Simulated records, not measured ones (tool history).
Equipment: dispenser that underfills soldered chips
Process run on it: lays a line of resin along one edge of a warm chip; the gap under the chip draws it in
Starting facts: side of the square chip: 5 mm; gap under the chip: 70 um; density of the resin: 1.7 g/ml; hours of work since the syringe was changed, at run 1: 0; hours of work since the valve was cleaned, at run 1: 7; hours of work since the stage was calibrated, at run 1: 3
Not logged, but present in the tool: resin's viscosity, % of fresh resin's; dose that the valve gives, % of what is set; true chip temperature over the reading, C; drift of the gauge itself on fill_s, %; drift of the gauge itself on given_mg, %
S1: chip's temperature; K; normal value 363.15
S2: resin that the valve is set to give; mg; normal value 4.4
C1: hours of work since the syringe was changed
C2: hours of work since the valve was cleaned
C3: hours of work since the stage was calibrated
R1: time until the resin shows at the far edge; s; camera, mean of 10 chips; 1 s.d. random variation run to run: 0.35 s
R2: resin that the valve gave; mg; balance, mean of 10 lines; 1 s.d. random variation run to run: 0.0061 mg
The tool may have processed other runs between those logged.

run,hour,S1,S2,C1,C2,C3,R1,R2
1,0,363.15,4.4,0,7,3,18.7,4.4
2,2.4,363.15,4.4,2,8,4,20.9,4.389
3,6.1,363.15,4.4,4,11,7,25.8,4.394
# hour 8.6: new syringe of resin
4,11.9,363.15,4.4,2,15,10,22,4.37
5,15.2,363.15,4.4,4,17,13,25.4,4.38
# hour 17.7: new syringe of resin
6,20.9,353.15,4.4,2,20,16,30.3,4.363
7,24.6,353.15,4.4,5,23,19,37.9,4.356
# hour 26.7: new syringe of resin
8,29.9,353.15,4.4,2,26,22,30.8,4.358
9,32.8,353.15,4.4,4,28,24,34.9,4.346
# hour 36: new syringe of resin
10,37.5,353.15,4.4,1,31,27,28.9,4.344
11,41.5,370.15,4.4,4,34,30,19.5,4.344
# hour 44.9: new syringe of resin
12,46.9,363.15,4.4,1,37,33,21.1,4.334
13,51.8,363.15,5.29,5,41,36,26.6,5.191
# hour 54: new syringe of resin
# hour 56.8: dispensing valve cleaned and set on the balance
14,57.7,363.15,5.29,2,1,39,21,5.292
15,63.1,363.15,5.03,5,4,43,27.5,5.027
# hour 64.1: new syringe of resin
16,68.4,363.15,5.03,3,8,46,23.1,5.008
# hour 73.1: new syringe of resin
17,74.2,363.15,5.03,1,11,50,19.6,5.005
18,78,359.15,4.59,3,14,52,27.5,4.557
# hour 82.1: new syringe of resin
19,83.7,374.15,3.99,1,17,56,14,3.953
20,89,374.15,3.99,5,21,60,18.7,3.951
# hour 91.5: new syringe of resin
21,92.6,371.15,5.27,1,23,62,14.8,5.219
22,97.4,363.15,4.61,4,26,65,24.7,4.537
# hour 100.4: new syringe of resin
23,101.9,352.15,4.65,1,29,68,29.7,4.584
24,107.3,352.15,4.65,5,33,71,37.7,4.57
# hour 109.4: new syringe of resin
25,110,349.15,5.19,0,34,73,30.3,5.098
26,112.8,349.15,4.82,2,36,75,35.2,4.733
# hour 118.3: new syringe of resin
27,118.3,375.15,4.32,0,40,78,11.9,4.243
28,121.5,348.15,5.04,2,42,81,36.2,4.935
# hour 124.1: dispensing valve cleaned and set on the balance
29,125.7,348.15,5.04,4,1,83,42,5.053
# hour 128.2: new syringe of resin
30,129.8,348.15,5.04,1,4,85,33.7,5.048
31,132.4,348.15,5.63,3,5,87,37.6,5.632
# hour 137.2: new syringe of resin
32,137.7,348.15,5.63,0,9,90,32.6,5.633

4 options for the next run, each taken on its own from the tool as it stands now. Forecast them:
A,141,370.15,4.14,3,11,93,?,?
B,141,371.15,3.82,3,11,93,?,?
C,141,348.15,5.08,3,11,93,?,?
D,141,351.15,4.4,3,11,93,?,?

run,R1,R2
A,19,4.134
B,17.7,3.821
C,38.1,5.075
D,34.2,4.398
With the hidden condition removed and each run's random variation left untouched, the same runs would have given:
run,R1,R2
A,15.4,4.143
B,14.1,3.829
C,30.5,5.085
D,27.4,4.407

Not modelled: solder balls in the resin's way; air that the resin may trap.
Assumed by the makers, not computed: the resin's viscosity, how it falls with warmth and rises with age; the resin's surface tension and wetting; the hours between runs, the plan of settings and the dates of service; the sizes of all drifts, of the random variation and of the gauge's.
